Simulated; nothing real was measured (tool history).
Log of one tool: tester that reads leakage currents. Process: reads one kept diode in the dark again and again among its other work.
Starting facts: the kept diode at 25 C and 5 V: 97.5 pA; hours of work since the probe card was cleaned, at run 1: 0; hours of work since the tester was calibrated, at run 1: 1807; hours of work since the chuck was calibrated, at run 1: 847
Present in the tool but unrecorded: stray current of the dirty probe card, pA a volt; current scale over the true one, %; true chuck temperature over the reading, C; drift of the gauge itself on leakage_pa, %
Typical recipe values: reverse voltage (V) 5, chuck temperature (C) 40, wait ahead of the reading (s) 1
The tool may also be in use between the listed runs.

| run | hour | reverse voltage (V) | chuck temperature (C) | wait ahead of the reading (s) | hours of work since the probe card was cleaned | hours of work since the tester was calibrated | hours of work since the chuck was calibrated | current that the tester gives (pA) |
|---|---|---|---|---|---|---|---|---|
| 1 | 0 | 5 | 40 | 1 | 0 | 1807 | 847 | 280.53 |
| 2 | 184.7 | 5 | 40 | 1 | 96 | 1903 | 942 | 282.5 |
| 3 | 358.3 | 5 | 40 | 1 | 186 | 1993 | 1032 | 280.54 |
| 4 | 493.9 | 5 | 21 | 1 | 256 | 2064 | 1103 | 74.16 |
| 5 | 706.2 | 5 | 37 | 1 | 366 | 2174 | 1213 | 230.38 |
| 6 | 872.4 | 5 | 37 | 1 | 453 | 2260 | 1299 | 229.82 |
|  | 994.4 | tester calibrated |
| 7 | 1007.5 | 5 | 37 | 1 | 522 | 7 | 1368 | 229.92 |
| 8 | 1113.3 | 5 | 40 | 0.99 | 576 | 62 | 1423 | 281.27 |
| 9 | 1287.6 | 5 | 40 | 0.99 | 667 | 152 | 1513 | 279.69 |
| 10 | 1481.5 | 5 | 40 | 0.99 | 767 | 253 | 1614 | 283.44 |
| 11 | 1599.5 | 5 | 40 | 1 | 829 | 314 | 1675 | 282.39 |
| 12 | 1783.6 | 5 | 40 | 1 | 924 | 409 | 1771 | 281.64 |
|  | 1907.4 | chuck's temperature calibrated |
| 13 | 2018.4 | 5 | 22 | 1 | 1045 | 530 | 58 | 79.36 |
| 14 | 2114.3 | 1.09 | 22 | 1 | 1095 | 580 | 107 | 35.54 |
| 15 | 2341.2 | 6.87 | 23 | 1 | 1212 | 698 | 225 | 102.33 |
| 16 | 2496.2 | 6.87 | 23 | 1 | 1293 | 778 | 305 | 101.41 |
| 17 | 2651.8 | 15.14 | 31 | 2 | 1374 | 859 | 386 | 271.09 |
| 18 | 2768.9 | 15.14 | 31 | 2 | 1434 | 919 | 447 | 272.43 |
| 19 | 2992.2 | 2.4 | 49 | 1.06 | 1550 | 1035 | 563 | 343.73 |
| 20 | 3103.8 | 12.37 | 33 | 9.01 | 1608 | 1093 | 621 | 277.95 |
| 21 | 3331.1 | 4.74 | 23 | 0.81 | 1726 | 1211 | 739 | 83.87 |
| 22 | 3489.1 | 2.61 | 25 | 1.89 | 1808 | 1293 | 820 | 69.95 |
| 23 | 3673.7 | 2.61 | 29 | 1.62 | 1904 | 1389 | 916 | 93.83 |
| 24 | 3882.7 | 2.61 | 29 | 1.62 | 2012 | 1497 | 1025 | 93 |
| 25 | 4056.9 | 5 | 22 | 2.37 | 2102 | 1588 | 1115 | 78.55 |
| 26 | 4163.6 | 1.35 | 49 | 0.33 | 2158 | 1643 | 1170 | 253.06 |

Below are 4 alternative next runs, each starting from the tool's condition after run 26. Predict each:
| A | 4359.5 | 1.89 | 58 | 0.61 | 2259 | 1745 | 1272 | ? |
| B | 4359.5 | 1.35 | 44 | 0.33 | 2259 | 1745 | 1272 | ? |
| C | 4359.5 | 5.58 | 49 | 3.32 | 2259 | 1745 | 1272 | ? |
| D | 4359.5 | 2.1 | 27 | 0.33 | 2259 | 1745 | 1272 | ? |

| run | current that the tester gives (pA) |
|---|---|
| A | 526.83 |
| B | 183.49 |
| C | 531.96 |
| D | 73.52 |
With no hidden state in the tool, these same runs would have given:
| run | current that the tester gives (pA) |
|---|---|
| A | 526.33 |
| B | 183.29 |
| C | 531.36 |
| D | 73.4 |

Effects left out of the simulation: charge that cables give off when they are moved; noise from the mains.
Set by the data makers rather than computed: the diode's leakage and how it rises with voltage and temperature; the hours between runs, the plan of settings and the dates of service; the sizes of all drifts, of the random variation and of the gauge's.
